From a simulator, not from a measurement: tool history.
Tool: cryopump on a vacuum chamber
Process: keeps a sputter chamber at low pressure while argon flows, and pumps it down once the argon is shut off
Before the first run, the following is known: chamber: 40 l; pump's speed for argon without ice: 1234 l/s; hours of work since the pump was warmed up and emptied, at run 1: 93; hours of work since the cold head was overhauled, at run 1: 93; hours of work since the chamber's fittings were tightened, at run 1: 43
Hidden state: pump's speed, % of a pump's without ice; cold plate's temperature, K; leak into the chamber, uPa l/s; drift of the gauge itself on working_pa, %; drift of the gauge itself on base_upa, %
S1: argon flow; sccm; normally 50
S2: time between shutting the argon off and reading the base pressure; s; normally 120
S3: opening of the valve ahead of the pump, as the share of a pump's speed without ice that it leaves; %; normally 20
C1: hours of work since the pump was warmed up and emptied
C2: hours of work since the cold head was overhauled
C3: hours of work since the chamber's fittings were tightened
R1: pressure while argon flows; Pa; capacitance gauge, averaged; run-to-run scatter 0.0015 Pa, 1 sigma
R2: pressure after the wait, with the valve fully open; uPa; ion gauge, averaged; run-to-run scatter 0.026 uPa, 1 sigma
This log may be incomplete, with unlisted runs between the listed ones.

| run | hour | S1 | S2 | S3 | C1 | C2 | C3 | R1 | R2 |
|---|---|---|---|---|---|---|---|---|---|
| 1 | 0.0 | 50 | 120 | 20 | 93 | 93 | 43 | 0.3438 | 1.17 |
| 2 | 11.6 | 50 | 120 | 20 | 101 | 101 | 51 | 0.3441 | 1.22 |
| 3 | 21.9 | 50 | 120 | 20 | 108 | 108 | 58 | 0.3426 | 1.20 |
| 4 | 33.2 | 50 | 120 | 20 | 116 | 116 | 66 | 0.3434 | 1.26 |
| 5 | 40.9 | 50 | 66 | 20 | 122 | 122 | 71 | 0.3460 | 2.00 |
| 6 | 51.9 | 50 | 66 | 20 | 129 | 129 | 79 | 0.3449 | 1.87 |
| 7 | 64.5 | 50 | 66 | 20 | 138 | 138 | 88 | 0.3473 | 1.92 |
| 8 | 76.2 | 50 | 294 | 20 | 146 | 146 | 96 | 0.3482 | 0.77 |
| 9 | 84.0 | 50 | 31 | 20 | 152 | 152 | 102 | 0.3465 | 3.73 |
| 10 | 92.0 | 50 | 46 | 20 | 157 | 157 | 107 | 0.3440 | 2.69 |
| 11 | 99.1 | 50 | 46 | 20 | 162 | 162 | 112 | 0.3465 | 2.65 |
| 12 | 112.9 | 50 | 46 | 20 | 172 | 172 | 122 | 0.3461 | 2.66 |
| 13 | 128.4 | 50 | 59 | 20 | 183 | 183 | 133 | 0.3444 | 2.24 |
| 14 | 145.3 | 62 | 59 | 20 | 195 | 195 | 145 | 0.4281 | 2.24 |
| 15 | 152.9 | 51 | 196 | 20 | 200 | 200 | 150 | 0.3497 | 1.10 |
| 16 | 164.4 | 51 | 196 | 20 | 208 | 208 | 158 | 0.3525 | 1.06 |
| 17 | 176.8 | 47 | 67 | 20 | 217 | 217 | 167 | 0.3254 | 2.13 |
| 18 | 185.8 | 87 | 213 | 57 | 223 | 223 | 173 | 0.2164 | 1.10 |
| 19 | 194.3 | 87 | 213 | 57 | 229 | 229 | 179 | 0.2136 | 1.08 |
| 20 | 210.2 | 71 | 106 | 20 | 241 | 241 | 190 | 0.4942 | 1.56 |
| 21 | 225.7 | 66 | 120 | 20 | 251 | 251 | 201 | 0.4531 | 1.46 |
| 22 | 240.2 | 96 | 191 | 20 | 262 | 262 | 211 | 0.6625 | 1.24 |
| 23 | 255.6 | 63 | 38 | 39 | 272 | 272 | 222 | 0.2260 | 3.39 |
| 24 | 270.0 | 63 | 38 | 39 | 283 | 283 | 232 | 0.2260 | 3.34 |
| 25 | 277.7 | 63 | 38 | 39 | 288 | 288 | 238 | 0.2277 | 3.44 |
| 26 | 291.5 | 53 | 86 | 20 | 298 | 298 | 247 | 0.3643 | 1.92 |
| 27 | 308.3 | 87 | 55 | 51 | 309 | 309 | 259 | 0.2423 | 2.63 |

Here are 5 independent what-if runs from the current tool condition. What would each one return?
| A | 324.8 | 87 | 55 | 27 | 321 | 321 | 271 | ? | ? |
| B | 324.8 | 57 | 56 | 20 | 321 | 321 | 271 | ? | ? |
| C | 324.8 | 46 | 283 | 31 | 321 | 321 | 271 | ? | ? |
| D | 324.8 | 55 | 210 | 25 | 321 | 321 | 271 | ? | ? |
| E | 324.8 | 50 | 120 | 33 | 321 | 321 | 271 | ? | ? |

| run | R1 | R2 |
|---|---|---|
| A | 0.4510 | 2.66 |
| B | 0.3955 | 2.59 |
| C | 0.2068 | 1.15 |
| D | 0.3079 | 1.27 |
| E | 0.2128 | 1.60 |
With the hidden condition removed and each run's random variation left untouched, the same runs would have given:
| run | R1 | R2 |
|---|---|---|
| A | 0.4426 | 2.11 |
| B | 0.3899 | 2.05 |
| C | 0.2024 | 0.60 |
| D | 0.3026 | 0.72 |
| E | 0.2079 | 1.05 |
